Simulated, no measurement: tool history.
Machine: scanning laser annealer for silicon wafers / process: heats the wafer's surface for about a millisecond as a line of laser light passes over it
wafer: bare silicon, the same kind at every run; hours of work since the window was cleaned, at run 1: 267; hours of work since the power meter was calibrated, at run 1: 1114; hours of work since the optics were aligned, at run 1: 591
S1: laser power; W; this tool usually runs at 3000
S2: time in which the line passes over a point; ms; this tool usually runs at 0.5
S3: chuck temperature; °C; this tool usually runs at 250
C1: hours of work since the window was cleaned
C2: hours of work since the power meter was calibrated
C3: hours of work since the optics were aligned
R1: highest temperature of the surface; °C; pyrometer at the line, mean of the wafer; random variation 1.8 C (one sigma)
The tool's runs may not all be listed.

| run | day | S1 | S2 | S3 | C1 | C2 | C3 | R1 |
|---|---|---|---|---|---|---|---|---|
| 1 | 0 | 3000 | 0.5 | 250 | 267 | 1114 | 591 | 984 |
| 2 | 2.538 | 3000 | 0.5 | 250 | 315 | 1162 | 639 | 984 |
| 3 | 5.071 | 3000 | 0.5 | 250 | 363 | 1210 | 687 | 981 |
| 4 | 8.612 | 3000 | 0.5 | 233 | 430 | 1277 | 754 | 959 |
| 5 | 11.529 | 2787 | 0.5 | 233 | 485 | 1332 | 809 | 900 |
| 6 | 14.058 | 2787 | 0.5 | 233 | 533 | 1380 | 857 | 900 |
| 7 | 16.912 | 2787 | 0.5 | 233 | 587 | 1434 | 911 | 895 |
| 8 | 19.429 | 3000 | 0.5 | 250 | 634 | 1481 | 958 | 969 |
| 9 | 21.821 | 3000 | 0.5 | 250 | 680 | 1526 | 1003 | 963 |
| 10 | 24.038 | 3000 | 0.5 | 226 | 721 | 1568 | 1045 | 938 |
|  | 25.804 | window over the wafer cleaned |
| 11 | 26.504 | 3000 | 0.5 | 226 | 13 | 1613 | 1090 | 965 |
| 12 | 29.133 | 3000 | 0.5 | 250 | 63 | 1663 | 1140 | 988 |
| 13 | 32.304 | 3000 | 0.5 | 250 | 123 | 1723 | 1200 | 983 |
|  | 32.846 | optics aligned, line set to its width |
| 14 | 34.467 | 3000 | 0.5 | 250 | 160 | 1760 | 31 | 976 |
| 15 | 36.371 | 3000 | 0.5 | 250 | 196 | 1796 | 67 | 975 |
| 16 | 39.054 | 3000 | 0.5 | 250 | 246 | 1847 | 117 | 973 |
| 17 | 40.879 | 3000 | 0.5 | 250 | 281 | 1881 | 152 | 970 |
| 18 | 43.654 | 3000 | 0.414 | 250 | 333 | 1933 | 204 | 902 |
| 19 | 45.604 | 3000 | 0.414 | 250 | 370 | 1970 | 241 | 898 |
|  | 46.225 | optics aligned, line set to its width, once more |
| 20 | 48.25 | 3000 | 0.414 | 250 | 416 | 2016 | 38 | 917 |
| 21 | 51.85 | 2737 | 0.387 | 259 | 484 | 2084 | 106 | 841 |
| 22 | 53.546 | 2737 | 0.387 | 259 | 516 | 2116 | 138 | 838 |
| 23 | 57.654 | 3000 | 0.5 | 284 | 594 | 2194 | 216 | 1015 |
| 24 | 61.383 | 3000 | 0.374 | 284 | 664 | 2265 | 286 | 909 |
| 25 | 65.496 | 3290 | 0.383 | 250 | 742 | 2342 | 364 | 946 |

Forecast each of these 5 alternatives for the next run:
|  | 66.358 | window over the wafer cleaned |
| A | 67.667 | 3290 | 0.469 | 250 | 25 | 2382 | 404 | ? |
|  | 66.358 | window over the wafer cleaned |
| B | 67.667 | 2649 | 0.5 | 227 | 25 | 2382 | 404 | ? |
|  | 66.358 | window over the wafer cleaned |
| C | 67.667 | 2642 | 0.487 | 250 | 25 | 2382 | 404 | ? |
|  | 66.358 | window over the wafer cleaned |
| D | 67.667 | 3135 | 0.5 | 225 | 25 | 2382 | 404 | ? |
|  | 66.358 | window over the wafer cleaned |
| E | 67.667 | 3290 | 0.383 | 251 | 25 | 2382 | 404 | ? |

| run | R1 |
|---|---|
| A | 1054 |
| B | 882 |
| C | 893 |
| D | 1014 |
| E | 975 |
What these runs would have given with no unlogged condition in the tool:
| run | R1 |
|---|---|
| A | 1055 |
| B | 883 |
| C | 893 |
| D | 1014 |
| E | 976 |
